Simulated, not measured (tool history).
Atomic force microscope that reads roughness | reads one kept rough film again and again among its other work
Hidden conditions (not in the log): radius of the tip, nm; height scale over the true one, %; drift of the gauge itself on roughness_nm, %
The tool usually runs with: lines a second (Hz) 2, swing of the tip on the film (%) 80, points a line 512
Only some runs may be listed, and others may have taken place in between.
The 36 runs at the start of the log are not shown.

run	hour	lines a second (Hz)	swing of the tip on the film (%)	points a line	pictures with this tip	hours of work since the height scale was calibrated	roughness of the kept film (nm (root mean square))
37	264	2.27	68	495	274	7	3.665
# hour 270.4: new tip fitted
38	271.9	1.44	80	394	3	12	4.231
39	277.3	2	80	324	13	15	4.093
40	287.1	2	80	324	33	22	4.049
41	294.1	2	80	492	47	26	4.018
42	302.2	0.82	80	723	63	32	4.179
43	306.8	2	80	432	72	35	3.966
44	315.2	3.86	72	846	89	40	3.892
45	324.1	0.94	72	846	107	46	4.099
46	329.8	2	69	879	118	50	3.974
47	335.4	0.72	82	500	129	53	3.979
48	343.8	0.72	82	500	146	59	3.929

Consider 4 possible next runs. They are alternatives, not a sequence: every one starts from the tool as it was left by run 48. What does each give?
A	352.4	0.72	82	721	163	65	?
B	352.4	2	80	529	163	65	?
C	352.4	1.53	58	952	163	65	?
D	352.4	1.34	58	500	163	65	?

run	roughness of the kept film (nm (root mean square))
A	3.947
B	3.777
C	3.977
D	3.99
With the hidden condition removed and each run's random variation left untouched, the same runs would have given:
run	roughness of the kept film (nm (root mean square))
A	4.377
B	4.188
C	4.41
D	4.424

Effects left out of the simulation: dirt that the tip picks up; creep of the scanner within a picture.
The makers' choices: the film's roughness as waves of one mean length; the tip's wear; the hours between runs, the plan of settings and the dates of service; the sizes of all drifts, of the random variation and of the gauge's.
